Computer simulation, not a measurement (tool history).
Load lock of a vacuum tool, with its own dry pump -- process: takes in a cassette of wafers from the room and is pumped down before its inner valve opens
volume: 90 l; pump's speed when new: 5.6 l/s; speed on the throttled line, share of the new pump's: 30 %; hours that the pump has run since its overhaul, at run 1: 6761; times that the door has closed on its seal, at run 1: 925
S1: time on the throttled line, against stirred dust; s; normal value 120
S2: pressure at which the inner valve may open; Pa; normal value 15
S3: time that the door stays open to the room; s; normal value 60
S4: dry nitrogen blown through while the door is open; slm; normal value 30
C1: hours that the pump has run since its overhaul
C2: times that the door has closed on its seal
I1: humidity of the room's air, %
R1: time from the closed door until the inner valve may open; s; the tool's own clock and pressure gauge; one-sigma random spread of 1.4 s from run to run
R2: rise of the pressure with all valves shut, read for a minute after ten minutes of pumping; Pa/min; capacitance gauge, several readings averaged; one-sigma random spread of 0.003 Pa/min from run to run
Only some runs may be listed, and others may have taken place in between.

run	hour	S1	S2	S3	S4	C1	C2	I1	R1	R2
1	0	120	15	60	30	6761	925	47.6	234.7	0.021
2	121.4	120	15	60	30	6882	1358	41.2	234.1	0.022
3	302.1	120	10	60	30	7063	2003	45	238.7	0.021
4	440.5	120	15	60	30	7201	2497	43.4	235.1	0.028
5	534.9	133	15	60	30	7296	2834	47.1	241.8	0.03
6	681.2	184	15	192	30	7442	3356	44.1	280.4	0.056
7	819.4	63	16	59	30	7580	3850	45.1	194.3	0.035
8	929.2	120	26	60	11	7690	4241	46.1	225.9	0.048
9	1070.7	61	12	53	8	7831	4746	45	199.2	0.041

What will run 10 give?
10	1238.8	61	17	53	8	8000	5346	46.3	?	?

{"run 10": {"R1": 191.4, "R2": 0.052}}
Minus the tool's unlogged condition, the same run would have read R1 182.9 s, R2 0.023 Pa/min.
